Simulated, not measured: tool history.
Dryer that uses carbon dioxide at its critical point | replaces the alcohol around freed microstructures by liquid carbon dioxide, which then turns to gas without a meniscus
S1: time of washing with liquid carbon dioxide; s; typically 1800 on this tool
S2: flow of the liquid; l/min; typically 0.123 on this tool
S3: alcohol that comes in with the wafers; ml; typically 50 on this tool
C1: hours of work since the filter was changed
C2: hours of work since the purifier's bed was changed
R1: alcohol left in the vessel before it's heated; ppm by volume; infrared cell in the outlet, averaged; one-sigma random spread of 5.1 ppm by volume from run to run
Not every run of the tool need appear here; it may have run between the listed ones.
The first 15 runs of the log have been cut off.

run,hour,S1,S2,S3,C1,C2,R1
16,275.3,1800,0.123,57,211,420,200
17,291.9,1800,0.123,57,220,430,210
18,310.5,1800,0.123,57,231,440,210
19,321.7,1800,0.123,57,237,447,215
20,334.7,1800,0.123,57,245,454,217
21,357.9,1800,0.123,57,258,467,219
22,376.4,2820,0.123,57,268,478,93
23,400.8,2820,0.123,57,282,492,96
24,415.7,2820,0.123,57,291,500,86
25,437.3,1800,0.137,84,303,512,205
26,455,1380,0.098,103,313,522,3593
27,468.1,1200,0.143,41,320,530,595
28,479.3,1200,0.143,41,327,536,583
29,496.7,1200,0.143,41,337,546,617
30,509.1,1800,0.123,51,344,553,246
31,523.3,1140,0.123,39,352,561,1342
32,535.5,1560,0.123,50,359,568,458
33,549.9,1800,0.198,60,367,576,101
34,564.7,1740,0.123,58,375,585,327
35,586.9,1260,0.079,46,388,597,4995
36,607.3,2640,0.132,91,399,609,115
37,627.1,2220,0.08,51,411,620,673
# hour 636.4: inlet filter changed
38,643.1,2220,0.082,59,4,628,406

What does the tool deliver on the next run?
39,653.5,2220,0.082,59,10,634,?

{"run 39": {"R1": 406}}
The same run, on a tool lacking any hidden state, would have yielded R1 280 ppm by volume.
